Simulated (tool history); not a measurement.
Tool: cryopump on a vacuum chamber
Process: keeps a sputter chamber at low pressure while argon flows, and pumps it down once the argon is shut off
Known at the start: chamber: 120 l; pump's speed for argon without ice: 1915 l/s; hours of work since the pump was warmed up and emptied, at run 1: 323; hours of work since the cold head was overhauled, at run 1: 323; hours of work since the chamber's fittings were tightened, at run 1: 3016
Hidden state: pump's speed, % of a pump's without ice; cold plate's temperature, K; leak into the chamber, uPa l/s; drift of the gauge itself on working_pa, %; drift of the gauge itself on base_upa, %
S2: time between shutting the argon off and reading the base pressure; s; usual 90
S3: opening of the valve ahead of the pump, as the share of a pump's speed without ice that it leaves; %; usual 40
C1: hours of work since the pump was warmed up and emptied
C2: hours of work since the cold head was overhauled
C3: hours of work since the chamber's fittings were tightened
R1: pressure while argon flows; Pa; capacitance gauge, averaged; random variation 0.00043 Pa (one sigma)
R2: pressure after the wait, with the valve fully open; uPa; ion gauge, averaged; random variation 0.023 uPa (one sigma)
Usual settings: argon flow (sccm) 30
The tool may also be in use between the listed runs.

run 1 hour=0.0 | argon_flow_(sccm)=30 S2=90 S3=40 | C1=323 C2=323 C3=3016 | R1=0.0687 R2=2.57
run 2 hour=14.4 | argon_flow_(sccm)=30 S2=90 S3=40 | C1=330 C2=330 C3=3023 | R1=0.0690 R2=2.52
run 3 hour=22.0 | argon_flow_(sccm)=30 S2=90 S3=40 | C1=334 C2=334 C3=3027 | R1=0.0683 R2=2.59
run 4 hour=37.7 | argon_flow_(sccm)=30 S2=90 S3=40 | C1=342 C2=342 C3=3034 | R1=0.0700 R2=2.68
run 5 hour=47.1 | argon_flow_(sccm)=30 S2=90 S3=40 | C1=347 C2=347 C3=3039 | R1=0.0703 R2=2.64
run 6 hour=54.2 | argon_flow_(sccm)=30 S2=90 S3=40 | C1=350 C2=350 C3=3042 | R1=0.0690 R2=2.69
run 7 hour=69.2 | argon_flow_(sccm)=30 S2=90 S3=40 | C1=358 C2=358 C3=3050 | R1=0.0696 R2=2.62
run 8 hour=82.0 | argon_flow_(sccm)=30 S2=90 S3=40 | C1=364 C2=364 C3=3056 | R1=0.0696 R2=2.64
run 9 hour=93.1 | argon_flow_(sccm)=30 S2=90 S3=40 | C1=369 C2=369 C3=3062 | R1=0.0699 R2=2.66
run 10 hour=108.5 | argon_flow_(sccm)=30 S2=90 S3=40 | C1=377 C2=377 C3=3070 | R1=0.0701 R2=2.71
run 11 hour=116.3 | argon_flow_(sccm)=30 S2=104 S3=40 | C1=381 C2=381 C3=3073 | R1=0.0692 R2=2.66
run 12 hour=128.4 | argon_flow_(sccm)=30 S2=103 S3=40 | C1=387 C2=387 C3=3079 | R1=0.0696 R2=2.57
run 13 hour=141.7 | argon_flow_(sccm)=30 S2=103 S3=40 | C1=394 C2=394 C3=3086 | R1=0.0695 R2=2.59
run 14 hour=153.1 | argon_flow_(sccm)=30 S2=103 S3=40 | C1=399 C2=399 C3=3092 | R1=0.0704 R2=2.65
run 15 hour=169.5 | argon_flow_(sccm)=30 S2=90 S3=40 | C1=407 C2=407 C3=3100 | R1=0.0695 R2=2.63
run 16 hour=177.4 | argon_flow_(sccm)=30 S2=27 S3=40 | C1=411 C2=411 C3=3104 | R1=0.0707 R2=3.98
run 17 hour=188.9 | argon_flow_(sccm)=30 S2=27 S3=40 | C1=417 C2=417 C3=3110 | R1=0.0706 R2=3.98
run 18 hour=205.4 | argon_flow_(sccm)=14 S2=118 S3=23 | C1=425 C2=425 C3=3118 | R1=0.0556 R2=2.60
run 19 hour=220.4 | argon_flow_(sccm)=14 S2=118 S3=31 | C1=433 C2=433 C3=3125 | R1=0.0415 R2=2.54
run 20 hour=234.4 | argon_flow_(sccm)=14 S2=118 S3=31 | C1=440 C2=440 C3=3132 | R1=0.0419 R2=2.59
run 21 hour=245.2 | argon_flow_(sccm)=14 S2=118 S3=31 | C1=445 C2=445 C3=3138 | R1=0.0417 R2=2.64
run 22 hour=259.0 | argon_flow_(sccm)=30 S2=223 S3=55 | C1=452 C2=452 C3=3144 | R1=0.0529 R2=2.47
run 23 hour=274.4 | argon_flow_(sccm)=30 S2=218 S3=40 | C1=460 C2=460 C3=3152 | R1=0.0703 R2=2.47
run 24 hour=290.7 | argon_flow_(sccm)=30 S2=218 S3=40 | C1=468 C2=468 C3=3160 | R1=0.0700 R2=2.39
run 25 hour=300.8 | argon_flow_(sccm)=12 S2=90 S3=20 | C1=473 C2=473 C3=3165 | R1=0.0546 R2=2.75
run 26 hour=314.1 | argon_flow_(sccm)=14 S2=257 S3=32 | C1=479 C2=479 C3=3172 | R1=0.0399 R2=2.38
run 27 hour=325.6 | argon_flow_(sccm)=30 S2=90 S3=52 | C1=485 C2=485 C3=3178 | R1=0.0557 R2=2.79
run 28 hour=338.6 | argon_flow_(sccm)=24 S2=166 S3=16 | C1=492 C2=492 C3=3184 | R1=0.1360 R2=2.57
run 29 hour=355.1 | argon_flow_(sccm)=24 S2=166 S3=16 | C1=500 C2=500 C3=3192 | R1=0.1356 R2=2.52
run 30 hour=363.0 | argon_flow_(sccm)=24 S2=59 S3=16 | C1=504 C2=504 C3=3196 | R1=0.1359 R2=3.08
run 31 hour=370.8 | argon_flow_(sccm)=30 S2=279 S3=28 | C1=508 C2=508 C3=3200 | R1=0.0994 R2=2.50
run 32 hour=387.5 | argon_flow_(sccm)=20 S2=187 S3=20 | C1=516 C2=516 C3=3208 | R1=0.0918 R2=2.54

Measured less the same run without the tool's hidden state. The same run-to-run variation is in both; the gauge's scatter may not be:
run=1 R1=+0.0029 R2=+1.87
run=2 R1=+0.0029 R2=+1.84
run=3 R1=+0.0031 R2=+1.90
run=4 R1=+0.0031 R2=+1.95
run=5 R1=+0.0031 R2=+1.91
run=6 R1=+0.0032 R2=+1.95
run=7 R1=+0.0033 R2=+1.91
run=8 R1=+0.0033 R2=+1.95
run=9 R1=+0.0034 R2=+1.96
run=10 R1=+0.0034 R2=+1.95
run=11 R1=+0.0034 R2=+1.98
run=12 R1=+0.0035 R2=+1.92
run=13 R1=+0.0036 R2=+1.92
run=14 R1=+0.0036 R2=+2.00
run=15 R1=+0.0037 R2=+1.94
run=16 R1=+0.0038 R2=+1.97
run=17 R1=+0.0038 R2=+1.98
run=18 R1=+0.0018 R2=+2.01
run=19 R1=+0.0019 R2=+2.00
run=20 R1=+0.0019 R2=+2.02
run=21 R1=+0.0019 R2=+2.03
run=22 R1=+0.0042 R2=+2.07
run=23 R1=+0.0043 R2=+2.06
run=24 R1=+0.0043 R2=+2.01
run=25 R1=+0.0017 R2=+2.06
run=26 R1=+0.0020 R2=+2.06
run=27 R1=+0.0045 R2=+2.08
run=28 R1=+0.0036 R2=+2.12
run=29 R1=+0.0038 R2=+2.05
run=30 R1=+0.0038 R2=+2.08
run=31 R1=+0.0048 R2=+2.16
run=32 R1=+0.0033 R2=+2.11
